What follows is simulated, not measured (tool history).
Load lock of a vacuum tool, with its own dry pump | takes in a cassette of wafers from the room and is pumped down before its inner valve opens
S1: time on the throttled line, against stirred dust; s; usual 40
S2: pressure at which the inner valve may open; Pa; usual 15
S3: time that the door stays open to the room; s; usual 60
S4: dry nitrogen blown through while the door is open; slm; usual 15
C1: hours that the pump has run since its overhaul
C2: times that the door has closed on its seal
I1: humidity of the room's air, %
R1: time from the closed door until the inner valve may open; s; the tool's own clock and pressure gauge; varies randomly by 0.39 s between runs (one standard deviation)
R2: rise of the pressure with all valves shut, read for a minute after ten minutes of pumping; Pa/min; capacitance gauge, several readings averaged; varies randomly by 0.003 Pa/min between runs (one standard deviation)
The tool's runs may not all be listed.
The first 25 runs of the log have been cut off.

run,day,S1,S2,S3,S4,C1,C2,I1,R1,R2
26,109.804,65,20,108,21,4560,6444,43.6,103.0,0.044
27,112.938,26,15,85,15,4636,6580,42.7,73.4,0.044
28,117.833,20,15,63,27,4753,6793,43.1,67.8,0.040
29,122.717,20,15,108,27,4870,7005,47.1,68.3,0.054
30,125.996,71,11,48,7,4949,7147,44.3,111.4,0.050
31,129.600,40,15,32,15,5036,7304,48.3,84.2,0.037
32,132.471,40,17,60,15,5104,7428,47.0,83.3,0.045
33,135.229,41,18,143,8,5171,7548,42.6,84.0,0.066
34,140.133,41,18,143,8,5288,7761,43.8,84.9,0.073

For run 35, what comes out?
35,144.362,41,18,143,8,5390,7945,44.6,?,?

Run 35 produced R1 83.9 s, R2 0.078 Pa/min.
Minus the tool's unlogged condition, the same run would have read R1 81.8 s, R2 0.054 Pa/min.

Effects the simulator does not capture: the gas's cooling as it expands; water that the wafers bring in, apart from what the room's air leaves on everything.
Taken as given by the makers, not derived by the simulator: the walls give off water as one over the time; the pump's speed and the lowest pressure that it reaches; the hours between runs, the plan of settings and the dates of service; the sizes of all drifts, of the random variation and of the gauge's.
